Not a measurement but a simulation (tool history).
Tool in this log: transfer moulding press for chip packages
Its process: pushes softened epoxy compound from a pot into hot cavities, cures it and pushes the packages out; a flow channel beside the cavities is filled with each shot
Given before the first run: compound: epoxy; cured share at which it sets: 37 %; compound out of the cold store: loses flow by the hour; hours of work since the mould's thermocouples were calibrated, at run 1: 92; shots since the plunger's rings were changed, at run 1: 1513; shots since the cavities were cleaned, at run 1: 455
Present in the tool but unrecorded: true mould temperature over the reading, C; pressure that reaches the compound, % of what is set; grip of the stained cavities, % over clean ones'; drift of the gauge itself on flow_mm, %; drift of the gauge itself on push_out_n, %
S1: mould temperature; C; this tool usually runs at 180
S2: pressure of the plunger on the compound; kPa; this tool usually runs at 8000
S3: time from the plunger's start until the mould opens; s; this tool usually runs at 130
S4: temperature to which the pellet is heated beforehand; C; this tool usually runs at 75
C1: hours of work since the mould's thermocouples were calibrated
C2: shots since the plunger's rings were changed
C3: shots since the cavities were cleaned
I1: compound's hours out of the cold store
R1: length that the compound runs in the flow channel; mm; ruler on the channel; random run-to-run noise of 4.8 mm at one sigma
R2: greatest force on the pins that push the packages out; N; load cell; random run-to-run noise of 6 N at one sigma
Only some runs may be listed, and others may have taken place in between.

run	day	S1	S2	S3	S4	C1	C2	C3	I1	R1	R2
1	0	180	8000	130	75	92	1513	455	16.1	606	224
# day 1.846: cavities cleaned with cleaning compound and waxed
2	2.042	180	8000	130	75	112	1800	28	16.5	609	235
3	4.512	180	8000	130	75	137	2158	386	18.5	605	227
4	5.921	188	8000	130	75	151	2362	590	41.1	533	205
# day 6.875: cavities cleaned with cleaning compound and waxed
5	7.354	180	8000	130	75	165	2560	69	20	601	212
6	10.55	180	9070	130	75	197	3023	532	41.3	602	221
# day 11.842: cavities cleaned with cleaning compound and waxed
7	12.242	180	8000	130	75	213	3259	58	8.3	620	229
8	15.129	180	8000	130	71	242	3677	476	10.1	617	216
# day 16.821: cavities cleaned with cleaning compound and waxed
9	17.025	180	8000	130	71	260	3943	30	46.4	543	220
10	18.804	180	8000	130	71	278	4200	287	20.8	597	232
11	20.771	182	8330	130	75	298	4485	572	14.5	613	227
# day 21.096: plunger's sealing rings changed
# day 21.954: cavities cleaned with cleaning compound and waxed
12	23.321	182	8330	130	75	322	313	198	23.9	591	208
13	25.746	188	8000	130	75	346	664	549	43.8	518	203
# day 27.067: cavities cleaned with cleaning compound and waxed
14	27.929	180	9960	125	85	367	971	125	9.1	687	254
15	30.762	180	9770	130	78	396	1382	536	43.7	607	219
# day 32.104: cavities cleaned with cleaning compound and waxed
16	32.579	177	9770	122	78	413	1636	69	16.5	676	272
17	35.4	177	9770	134	78	442	2044	477	41.8	619	248
# day 37.054: cavities cleaned with cleaning compound and waxed
18	38.412	177	9770	134	78	471	2471	196	29.9	658	257
19	41.362	183	8570	130	75	501	2899	624	15.3	616	214

Each row is a separate what-if for the run after 19, all from the same tool condition, not one after another. Results?
# day 41.988: cavities cleaned with cleaning compound and waxed
A	43.738	183	8570	130	66	524	3233	253	11.2	?	?
# day 41.988: cavities cleaned with cleaning compound and waxed
B	43.738	180	6050	153	75	524	3233	253	18.1	?	?
# day 41.988: cavities cleaned with cleaning compound and waxed
C	43.738	183	8000	154	82	524	3233	253	45	?	?
# day 41.988: cavities cleaned with cleaning compound and waxed
D	43.738	183	9550	130	75	524	3233	253	48	?	?
# day 41.988: cavities cleaned with cleaning compound and waxed
E	43.738	182	8000	130	75	524	3233	253	12.9	?	?

run	R1	R2
A	628	207
B	520	216
C	537	194
D	581	220
E	606	216
What these runs would have given with no unlogged condition in the tool:
run	R1	R2
A	628	207
B	520	215
C	537	193
D	581	219
E	606	216
